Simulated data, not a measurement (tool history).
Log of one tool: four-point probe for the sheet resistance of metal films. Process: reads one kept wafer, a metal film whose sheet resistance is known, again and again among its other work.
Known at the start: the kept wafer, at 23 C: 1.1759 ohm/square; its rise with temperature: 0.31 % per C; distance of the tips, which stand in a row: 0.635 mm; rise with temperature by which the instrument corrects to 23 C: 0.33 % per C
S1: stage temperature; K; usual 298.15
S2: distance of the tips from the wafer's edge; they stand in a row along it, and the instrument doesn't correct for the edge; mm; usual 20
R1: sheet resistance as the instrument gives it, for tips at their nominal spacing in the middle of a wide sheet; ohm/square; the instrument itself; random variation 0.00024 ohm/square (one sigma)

| run | hour | S1 | S2 | R1 |
|---|---|---|---|---|
| 1 | 0 | 298.15 | 20 | 1.169962 |
| 2 | 32.4 | 298.15 | 20 | 1.169573 |
| 3 | 63.8 | 294.15 | 20 | 1.17012 |
| 4 | 101.6 | 293.15 | 20 | 1.170429 |
| 5 | 123.9 | 293.15 | 20 | 1.170627 |
| 6 | 141.8 | 293.15 | 20 | 1.170384 |
| 7 | 162.2 | 298.15 | 13 | 1.16984 |
|  | 193 | stage's thermometer calibrated |
| 8 | 200.1 | 298.15 | 20 | 1.16784 |
| 9 | 240.1 | 298.15 | 48 | 1.167182 |
| 10 | 263.8 | 298.15 | 20 | 1.168007 |
| 11 | 280.8 | 298.15 | 20 | 1.167572 |
| 12 | 304.2 | 298.15 | 20 | 1.167788 |
| 13 | 322.1 | 298.15 | 20 | 1.167872 |
| 14 | 359.2 | 305.15 | 67 | 1.165084 |
| 15 | 393.2 | 301.15 | 30 | 1.166411 |
|  | 401.1 | stage's thermometer calibrated, once more |
| 16 | 424.2 | 297.15 | 13 | 1.171847 |
| 17 | 462.6 | 302.15 | 37 | 1.169155 |
| 18 | 481.8 | 298.15 | 37 | 1.170344 |
| 19 | 517.8 | 294.15 | 50 | 1.170986 |
| 20 | 548.6 | 295.15 | 5 | 1.180225 |
| 21 | 571.3 | 299.15 | 4 | 1.185329 |
| 22 | 610.9 | 291.15 | 16 | 1.172167 |
| 23 | 633.3 | 298.15 | 19 | 1.170203 |
| 24 | 656.9 | 298.15 | 19 | 1.170114 |
| 25 | 675.4 | 301.15 | 20 | 1.169326 |

Forecast each of these 3 alternatives for the next run:
| A | 703.8 | 307.15 | 32 | ? |
| B | 703.8 | 299.15 | 20 | ? |
| C | 703.8 | 300.15 | 20 | ? |

| run | R1 |
|---|---|
| A | 1.167499 |
| B | 1.169829 |
| C | 1.169409 |
Without the tool's hidden state the same runs would have given:
| run | R1 |
|---|---|
| A | 1.173809 |
| B | 1.176147 |
| C | 1.175726 |

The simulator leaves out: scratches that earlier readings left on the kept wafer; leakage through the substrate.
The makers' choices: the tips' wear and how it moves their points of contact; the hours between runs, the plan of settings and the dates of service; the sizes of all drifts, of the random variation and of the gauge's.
